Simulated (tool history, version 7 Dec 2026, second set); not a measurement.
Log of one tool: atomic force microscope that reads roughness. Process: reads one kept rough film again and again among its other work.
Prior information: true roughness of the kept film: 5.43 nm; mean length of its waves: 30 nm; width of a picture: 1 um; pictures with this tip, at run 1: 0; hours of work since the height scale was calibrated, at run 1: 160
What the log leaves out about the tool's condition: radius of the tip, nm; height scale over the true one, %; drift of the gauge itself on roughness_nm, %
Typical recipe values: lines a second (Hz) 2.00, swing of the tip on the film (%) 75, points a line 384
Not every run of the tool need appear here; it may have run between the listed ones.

run   hour  lines a second (Hz)  swing of the tip on the film (%)  points a line  pictures with this tip  hours of work since the height scale was calibrated  roughness of the kept film (nm (root mean square))
  1    0.0                 2.00                                75            384                       0                                                  160                                               3.739
  2   12.6                 2.00                                75            384                       8                                                  165                                               3.649
  3   23.1                 1.76                                75            384                      15                                                  170                                               3.651
  4   37.9                 2.00                                75            464                      25                                                  176                                               3.538
  5   55.3                 2.00                                75            678                      36                                                  184                                               3.461
  6   77.3                 2.00                                75            384                      51                                                  193                                               3.369
  7   91.1                 2.00                                75            384                      60                                                  199                                               3.295
  8  113.8                 2.00                                75            384                      74                                                  209                                               3.219
  9  135.3                 2.00                                75            384                      88                                                  218                                               3.113
 10  149.5                 3.97                                75            384                      98                                                  224                                               2.716
 11  161.6                 2.00                                80            384                     105                                                  229                                               2.923
 12  180.6                 2.00                                62            384                     118                                                  238                                               3.193
 13  190.6                 3.19                                62            384                     124                                                  242                                               3.036
 14  201.9                 2.00                                75            613                     132                                                  247                                               2.916
 15  214.5                 2.00                                75            384                     140                                                  252                                               2.831
 16  228.7                 3.26                                75            384                     149                                                  258                                               2.581
     230.3  -- new tip fitted
 17  248.9                 3.26                                75            384                      12                                                  267                                               3.318
 18  264.8                 3.26                                75            384                      22                                                  274                                               3.218
 19  280.3                 0.93                                75            384                      32                                                  280                                               3.731
 20  290.6                 0.93                                75            384                      39                                                  285                                               3.656
 21  313.2                 0.82                                75            384                      54                                                  294                                               3.592
 22  323.8                 0.82                                75            384                      61                                                  299                                               3.526
 23  338.2                 0.82                                69            256                      70                                                  305                                               3.508
 24  357.0                 0.82                                69            256                      82                                                  313                                               3.448
 25  373.0                 0.82                                69            256                      93                                                  320                                               3.380
     375.1  -- height scale calibrated on a step standard
 26  385.7                 0.59                                78            259                     100                                                    5                                               3.306
 27  407.3                 0.59                                78            259                     114                                                   14                                               3.222
 28  418.5                 3.19                                61            383                     122                                                   19                                               3.045
 29  428.2                 2.24                                77            481                     128                                                   23                                               2.806
 30  438.3                 2.56                                66            481                     135                                                   27                                               2.982
 31  448.2                 2.00                                63            443                     141                                                   31                                               3.078
     459.0  -- height scale calibrated on a step standard, once more
     463.1  -- new tip fitted
 32  467.3                 2.00                                55            445                       2                                                    3                                               4.143
 33  488.3                 0.77                                70            777                      16                                                   12                                               4.024
 34  503.0                 1.11                                66            384                      26                                                   19                                               3.912
 35  512.4                 0.50                                66            580                      32                                                   23                                               3.986
 36  535.2                 0.50                                56            693                      47                                                   33                                               3.925
 37  551.1                 1.37                                75            384                      57                                                   39                                               3.473
 38  574.0                 2.89                                75            384                      72                                                   49                                               3.054
 39  593.3                 2.89                                75            384                      85                                                   58                                               2.981
 40  614.7                 2.47                                75            571                      98                                                   67                                               3.009
 41  625.6                 0.51                                75            881                     106                                                   72                                               3.409
 42  640.5                 3.39                                59            912                     115                                                   78                                               3.164

5 options for the next run, each taken on its own from the tool as it stands now. Forecast them:
  A  659.0                 0.70                                58            501                     127                                                   86                                                   ?
  B  659.0                 2.24                                75            741                     127                                                   86                                                   ?
  C  659.0                 3.39                                59            434                     127                                                   86                                                   ?
  D  659.0                 3.39                                72            912                     127                                                   86                                                   ?
  E  659.0                 2.00                                75            451                     127                                                   86                                                   ?

run  roughness of the kept film (nm (root mean square))
  A                                               3.361
  B                                               2.904
  C                                               3.091
  D                                               2.790
  E                                               2.937
Without the tool's unlogged condition, the same runs would have read:
run  roughness of the kept film (nm (root mean square))
  A                                               4.300
  B                                               3.714
  C                                               3.953
  D                                               3.569
  E                                               3.758
